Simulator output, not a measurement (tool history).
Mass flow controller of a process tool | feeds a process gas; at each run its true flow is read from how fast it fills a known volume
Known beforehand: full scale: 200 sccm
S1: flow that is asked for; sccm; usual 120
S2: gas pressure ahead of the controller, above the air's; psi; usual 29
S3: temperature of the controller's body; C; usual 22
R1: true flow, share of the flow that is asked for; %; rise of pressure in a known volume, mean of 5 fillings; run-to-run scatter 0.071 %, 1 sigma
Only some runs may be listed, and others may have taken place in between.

run	day	S1	S2	S3	R1
1	0	120	29	22	99.92
2	11.208	138	29	22	100.19
3	22.721	138	29	22	100.21
4	30.746	120	29	22	100.02
5	35.658	120	31	22	100.08
6	43.542	120	31	22	100.11
7	52.071	120	29	22	100.28
8	59.075	120	29	22	100.31
9	68.346	120	29	22	100.27
10	79.238	120	29	22	100.36
11	84.662	142	34.5	37	99.36
12	95.392	128	29	23	100.5
13	101.508	104	29	27	100.21
14	107.775	188	21.2	22	101.32
15	113.775	37	37.7	38	99.06
16	124.221	185	22.5	39	100.03
17	129.429	185	22.3	39	100.04
18	140.542	166	26	36	100.04
19	150.754	23	29	39	99.41
20	156.138	23	29	39	99.39

Some steps in R1, run to run, broken into two amounts with sign: the step expected even without the hidden condition (settings, incoming material, random variation), and the rest, left for the hidden condition together with whatever gauge scatter is not in both the measured and the hidden-condition-free result:
Unlogged tool condition in this case: flow at rest that the sensor doesn't see, % of full scale; true flow over the shown one, %; drift of the gauge itself on true_pct, %.
Run 2 -> 3: no setting touched and nothing written in the log between the runs. R1 +0.02 %: hidden state +0.07, all else -0.05.
Run 11 -> 12: S1 142 -> 128, S2 34.5 -> 29, S3 37 -> 23. R1 +1.14 %: hidden state +0.07, all else +1.07.
Run 14 -> 15: S1 188 -> 37, S2 21.2 -> 37.7, S3 22 -> 38. R1 -2.26 %: hidden state +0.01, all else -2.27.
Run 15 -> 16: S1 37 -> 185, S2 37.7 -> 22.5, S3 38 -> 39. R1 +0.97 %: hidden state +0.08, all else +0.89.
